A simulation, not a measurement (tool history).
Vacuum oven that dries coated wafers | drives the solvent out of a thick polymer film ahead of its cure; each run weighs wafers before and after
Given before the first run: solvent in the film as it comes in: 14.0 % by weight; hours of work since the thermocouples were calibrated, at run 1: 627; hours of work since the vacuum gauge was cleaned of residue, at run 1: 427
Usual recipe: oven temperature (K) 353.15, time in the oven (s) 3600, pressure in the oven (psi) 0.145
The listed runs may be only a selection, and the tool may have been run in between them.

run	hour	oven temperature (K)	time in the oven (s)	pressure in the oven (psi)	hours of work since the thermocouples were calibrated	hours of work since the vacuum gauge was cleaned of residue	solvent left in the film (%)
1	0	353.15	3600	0.145	627	427	1.1
2	15.8	353.15	3600	0.145	638	438	1.09
3	43.3	353.15	3600	0.145	656	456	1.11
4	56.9	353.15	3600	0.145	665	465	1.14
5	80.8	353.15	3600	0.107	681	481	0.94
6	103.4	353.15	3600	0.107	696	496	0.95
7	120.5	353.15	3600	0.107	707	508	0.95
8	142.5	353.15	3600	0.107	722	522	0.95
9	171.4	353.15	3600	0.107	741	541	0.96
10	201	363.15	3600	0.145	761	561	0.48
11	226.6	363.15	3600	0.145	778	578	0.48
12	249.5	361.15	3600	0.145	793	593	0.54
13	276.8	364.15	3600	0.145	811	611	0.44
14	301.5	364.15	3600	0.145	828	628	0.44
15	323.2	364.15	3600	0.145	842	642	0.44
16	348.5	364.15	3600	0.145	859	659	0.44
17	371	350.15	3600	0.145	874	674	1.42
18	392.2	353.15	5640	0.145	888	688	0.7
19	411.8	353.15	5640	0.145	901	701	0.71
20	425.4	353.15	5640	0.145	910	710	0.71
# hour 441.9: oven's thermocouples calibrated
21	442.3	355.15	5640	0.175	0	720	0.7
22	461.3	346.15	1860	0.396	13	733	5.45
23	484.2	363.15	3480	0.191	28	748	0.63
24	499.1	347.15	3480	0.18	38	758	2.2
25	524.8	350.15	3600	0.099	55	775	1.24
26	548	351.15	2520	0.099	71	791	1.99
27	561.2	349.15	2280	0.088	79	799	2.68
28	575	354.15	2160	0.151	89	809	2.12
29	597.4	354.15	2160	0.151	103	823	2.11
30	614.3	354.15	2160	0.151	115	835	2.12
31	638.3	354.15	2160	0.151	131	851	2.15
32	657.9	354.15	2160	0.151	144	864	2.15
33	680.2	354.15	2160	0.151	158	878	2.14
34	698.5	354.15	2160	0.151	171	891	2.12
35	722.2	354.15	5640	0.264	186	906	1.16
36	743.6	353.15	3600	0.073	201	921	0.81
37	762.9	358.15	3000	0.139	213	933	0.87
38	790.5	353.15	3600	0.152	232	952	1.18
39	813.1	353.15	2940	0.26	247	967	1.94

Each row is a separate what-if for the run after 39, all from the same tool condition, not one after another. Results?
A	833.4	353.15	6420	0.447	260	980	?
B	833.4	353.15	2040	0.555	260	980	?
C	833.4	348.15	2940	0.26	260	980	?

run	solvent left in the film (%)
A	1.94
B	4
C	2.84
Without the tool's unlogged condition, the same runs would have read:
run	solvent left in the film (%)
A	1.94
B	4
C	2.84
